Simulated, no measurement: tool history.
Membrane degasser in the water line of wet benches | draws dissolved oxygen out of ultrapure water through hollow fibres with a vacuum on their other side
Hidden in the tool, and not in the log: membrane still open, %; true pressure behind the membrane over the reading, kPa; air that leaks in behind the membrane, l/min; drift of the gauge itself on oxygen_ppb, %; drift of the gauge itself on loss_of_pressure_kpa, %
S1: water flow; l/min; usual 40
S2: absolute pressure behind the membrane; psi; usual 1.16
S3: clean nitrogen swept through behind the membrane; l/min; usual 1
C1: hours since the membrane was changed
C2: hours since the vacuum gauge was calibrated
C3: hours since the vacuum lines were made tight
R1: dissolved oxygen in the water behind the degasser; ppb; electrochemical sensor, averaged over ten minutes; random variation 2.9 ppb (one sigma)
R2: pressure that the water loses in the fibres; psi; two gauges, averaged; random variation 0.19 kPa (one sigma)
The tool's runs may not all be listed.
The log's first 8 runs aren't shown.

run,hour,S1,S2,S3,C1,C2,C3,R1,R2
9,502.9,40,0.809,1,2480,503,1136,262.4,5.926
10,563.8,30,1.16,1,2540,564,1197,343,4.416
11,653.9,30,1.16,1,2631,654,1287,340.6,4.402
12,718.4,30,1.16,1,2695,718,1352,342.4,4.454
13,799.9,30,1.16,1,2777,800,1433,340.9,4.461
14,873.2,30,1.16,1,2850,873,1507,343.3,4.454
15,958,30,1.16,1.34,2935,958,1591,276.3,4.448
16,1041.1,40,1.16,1,3018,1041,1674,445.1,5.88
17,1094.7,42,1.793,1.04,3071,1095,1728,764.1,6.177
18,1167.4,35,1.468,0.51,3144,1167,1801,833.2,5.153
19,1222.5,44,1.189,1,3199,1222,1856,505.3,6.544
# hour 1229.5: vacuum gauge calibrated
20,1280.3,48,1.632,1.31,3257,51,1913,662.6,7.113
21,1378.6,40,1.333,1,3355,149,2011,540.5,5.941
22,1439.5,40,1.333,1,3416,210,2072,535.5,5.941
# hour 1447.1: vacuum gauge calibrated, once more
23,1506.6,46,1.82,1.49,3482,59,2139,659,6.83
24,1602.5,46,1.82,1.49,3578,155,2235,661.1,6.824
25,1662.8,35,1.82,1.49,3639,216,2295,519,5.23
26,1715.8,28,1.603,0.61,3692,269,2348,688.6,4.141
27,1790.5,28,1.111,0.61,3766,343,2423,424.1,4.145
28,1858.5,30,1.957,0.89,3834,411,2491,718.6,4.438
29,1921.1,44,0.825,0.89,3897,474,2553,321.6,6.606
30,2001.9,47,1.16,1,3978,555,2634,516.3,6.952
31,2048.5,32,0.775,0.92,4024,601,2681,207.1,4.76
32,2114.9,32,0.775,0.92,4091,668,2747,207.3,4.692

4 ways to go on from here, each from the tool as it stands after run 32. What would each give?
A,2193.8,32,0.775,2.4,4170,747,2826,?,?
B,2193.8,29,0.724,1,4170,747,2826,?,?
C,2193.8,39,1.16,1,4170,747,2826,?,?
D,2193.8,40,0.956,1.34,4170,747,2826,?,?

run,R1,R2
A,120.2,4.714
B,156.8,4.282
C,439.5,5.8
D,287.9,5.936
Without the tool's hidden state the same runs would have given:
run,R1,R2
A,114.2,4.63
B,150.4,4.206
C,431,5.699
D,279.4,5.831

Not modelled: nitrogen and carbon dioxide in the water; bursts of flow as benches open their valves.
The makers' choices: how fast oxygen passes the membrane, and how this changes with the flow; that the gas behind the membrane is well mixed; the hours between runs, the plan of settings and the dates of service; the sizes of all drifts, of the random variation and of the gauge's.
